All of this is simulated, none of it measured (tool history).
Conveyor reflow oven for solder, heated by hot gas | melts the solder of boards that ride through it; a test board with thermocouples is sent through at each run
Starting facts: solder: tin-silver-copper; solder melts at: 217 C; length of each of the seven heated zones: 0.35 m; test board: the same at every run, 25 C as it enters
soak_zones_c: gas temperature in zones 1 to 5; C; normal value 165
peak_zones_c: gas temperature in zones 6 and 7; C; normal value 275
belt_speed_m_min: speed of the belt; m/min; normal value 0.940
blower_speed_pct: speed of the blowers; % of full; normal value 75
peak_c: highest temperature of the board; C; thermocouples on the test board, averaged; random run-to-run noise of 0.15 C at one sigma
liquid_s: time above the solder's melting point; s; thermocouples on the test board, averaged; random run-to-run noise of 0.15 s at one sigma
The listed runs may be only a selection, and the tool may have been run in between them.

Run 1, hour 0.0: usual settings. Result: peak_c 251.0 C, liquid_s 30.1 s.
Run 2, hour 40.0: usual settings. Result: peak_c 250.5 C, liquid_s 30.1 s.
Run 3, hour 125.5: usual settings. Result: peak_c 251.2 C, liquid_s 30.3 s.
Run 4, hour 216.5: usual settings. Result: peak_c 250.9 C, liquid_s 30.6 s.
Run 5, hour 259.0: usual settings. Result: peak_c 250.8 C, liquid_s 30.3 s.
Run 6, hour 321.6: usual settings but soak_zones_c 169 C. Result: peak_c 251.8 C, liquid_s 31.4 s.
Run 7, hour 362.3: usual settings but belt_speed_m_min 1.003 m/min. Result: peak_c 247.6 C, liquid_s 26.8 s.
Run 8, hour 441.1: usual settings but belt_speed_m_min 1.003 m/min. Result: peak_c 247.7 C, liquid_s 26.5 s.
Run 9, hour 502.5: usual settings but belt_speed_m_min 1.003 m/min. Result: peak_c 248.8 C, liquid_s 27.0 s.
Run 10, hour 563.2: usual settings but belt_speed_m_min 1.003 m/min. Result: peak_c 248.7 C, liquid_s 26.9 s.
Run 11, hour 634.6: usual settings but belt_speed_m_min 1.003 m/min. Result: peak_c 248.3 C, liquid_s 27.0 s.
Run 12, hour 673.2: usual settings but belt_speed_m_min 1.003 m/min. Result: peak_c 248.5 C, liquid_s 27.0 s.
Run 13, hour 719.2: usual settings but belt_speed_m_min 1.003 m/min. Result: peak_c 248.2 C, liquid_s 27.5 s.
Run 14, hour 813.8: usual settings but belt_speed_m_min 1.003 m/min. Result: peak_c 248.0 C, liquid_s 26.8 s.
Run 15, hour 900.0: usual settings but peak_zones_c 266 C, belt_speed_m_min 1.003 m/min. Result: peak_c 241.2 C, liquid_s 23.7 s.
Run 16, hour 945.0: usual settings but soak_zones_c 179 C. Result: peak_c 254.4 C, liquid_s 34.8 s.
Run 17, hour 1002.9: usual settings but soak_zones_c 179 C. Result: peak_c 254.6 C, liquid_s 35.3 s.
Run 18, hour 1092.2: usual settings but soak_zones_c 157 C, peak_zones_c 278 C, blower_speed_pct 89 % of full. Result: peak_c 255.4 C, liquid_s 31.8 s.
Run 19, hour 1133.3: usual settings but soak_zones_c 167 C, peak_zones_c 273 C, belt_speed_m_min 1.049 m/min, blower_speed_pct 77 % of full. Result: peak_c 245.9 C, liquid_s 25.2 s.
Run 20, hour 1193.6: usual settings but soak_zones_c 157 C, belt_speed_m_min 1.100 m/min. Result: peak_c 242.1 C, liquid_s 20.5 s.
Run 21, hour 1265.0: usual settings but soak_zones_c 157 C, peak_zones_c 288 C, belt_speed_m_min 1.100 m/min, blower_speed_pct 86 % of full. Result: peak_c 255.1 C, liquid_s 26.2 s.
Run 22, hour 1323.5: usual settings but soak_zones_c 157 C, peak_zones_c 288 C, belt_speed_m_min 1.100 m/min, blower_speed_pct 72 % of full. Result: peak_c 252.1 C, liquid_s 25.0 s.
Run 23, hour 1415.3: usual settings but soak_zones_c 157 C, peak_zones_c 288 C, belt_speed_m_min 1.100 m/min, blower_speed_pct 72 % of full. Result: peak_c 251.7 C, liquid_s 24.9 s.
Run 24, hour 1492.9: usual settings but soak_zones_c 157 C, peak_zones_c 267 C, belt_speed_m_min 0.844 m/min, blower_speed_pct 72 % of full. Result: peak_c 246.7 C, liquid_s 31.0 s.
Run 25, hour 1584.4: usual settings but soak_zones_c 177 C, peak_zones_c 268 C, belt_speed_m_min 0.812 m/min, blower_speed_pct 90 % of full. Result: peak_c 255.2 C, liquid_s 41.8 s.
Run 26, hour 1635.5: usual settings but peak_zones_c 276 C. Result: peak_c 252.1 C, liquid_s 31.5 s.
Run 27, hour 1718.1: usual settings but belt_speed_m_min 1.109 m/min, blower_speed_pct 63 % of full. Result: peak_c 240.8 C, liquid_s 20.5 s.
Run 28, hour 1808.3: usual settings but peak_zones_c 274 C, blower_speed_pct 59 % of full. Result: peak_c 246.4 C, liquid_s 28.0 s.
Run 29, hour 1866.2: usual settings but peak_zones_c 274 C, blower_speed_pct 59 % of full. Result: peak_c 246.2 C, liquid_s 27.9 s.
Run 30, hour 1943.4: usual settings but peak_zones_c 274 C, blower_speed_pct 59 % of full. Result: peak_c 246.1 C, liquid_s 28.0 s.
Run 31, hour 1995.8: usual settings but belt_speed_m_min 0.962 m/min, blower_speed_pct 80 % of full. Result: peak_c 251.8 C, liquid_s 30.5 s.

Not shown: 6 entries that the log had between the listed runs. Between which runs, and how does the tool's hidden state differ before and after?
From run 2 to run 3: flux residue cleaned out of gas plates and filters (hour 82.1)
  heat that the gas passes to the board, % of a clean oven's: 97.1 -> 98.7; belt's true speed, % of the reading: 99.81 -> 99.73; true gas temperature in zones 6 and 7 over the reading, C: -0.23 -> -0.27
  measured value less the no-hidden-state value, peak_c: -1.1 -> -0.6 C; liquid_s: -0.6 -> -0.2 s
From run 8 to run 9: flux residue cleaned out of gas plates and filters (hour 481.3)
  heat that the gas passes to the board, % of a clean oven's: 96.6 -> 99.3; belt's true speed, % of the reading: 99.4 -> 99.35; true gas temperature in zones 6 and 7 over the reading, C: -0.46 -> -0.49
  measured value less the no-hidden-state value, peak_c: -1.4 -> -0.4 C; liquid_s: -0.6 -> +0.0 s
From run 14 to run 15: flux residue cleaned out of gas plates and filters (hour 882.3)
  heat that the gas passes to the board, % of a clean oven's: 97.2 -> 99; belt's true speed, % of the reading: 99.03 -> 98.94; true gas temperature in zones 6 and 7 over the reading, C: -0.67 -> -0.72
  measured value less the no-hidden-state value, peak_c: -1.1 -> -0.5 C; liquid_s: -0.3 -> +0.0 s
From run 16 to run 17: thermocouples of zones 6 and 7 changed (hour 1000.2)
  heat that the gas passes to the board, % of a clean oven's: 98.7 -> 98.3; belt's true speed, % of the reading: 98.89 -> 98.84; true gas temperature in zones 6 and 7 over the reading, C: -0.74 -> -0.01
  measured value less the no-hidden-state value, peak_c: -0.6 -> -0.1 C; liquid_s: +0.1 -> +0.3 s
From run 21 to run 22: flux residue cleaned out of gas plates and filters (hour 1281.9)
  heat that the gas passes to the board, % of a clean oven's: 96.6 -> 99.2; belt's true speed, % of the reading: 98.58 -> 98.53; true gas temperature in zones 6 and 7 over the reading, C: -0.17 -> -0.2
  measured value less the no-hidden-state value, peak_c: -1.0 -> +0.3 C; liquid_s: -0.1 -> +0.5 s
From run 26 to run 27: flux residue cleaned out of gas plates and filters (hour 1677.8)
  heat that the gas passes to the board, % of a clean oven's: 97.2 -> 99.4; belt's true speed, % of the reading: 98.21 -> 98.12; true gas temperature in zones 6 and 7 over the reading, C: -0.38 -> -0.43
  measured value less the no-hidden-state value, peak_c: -0.5 -> +0.4 C; liquid_s: +0.3 -> +0.7 s

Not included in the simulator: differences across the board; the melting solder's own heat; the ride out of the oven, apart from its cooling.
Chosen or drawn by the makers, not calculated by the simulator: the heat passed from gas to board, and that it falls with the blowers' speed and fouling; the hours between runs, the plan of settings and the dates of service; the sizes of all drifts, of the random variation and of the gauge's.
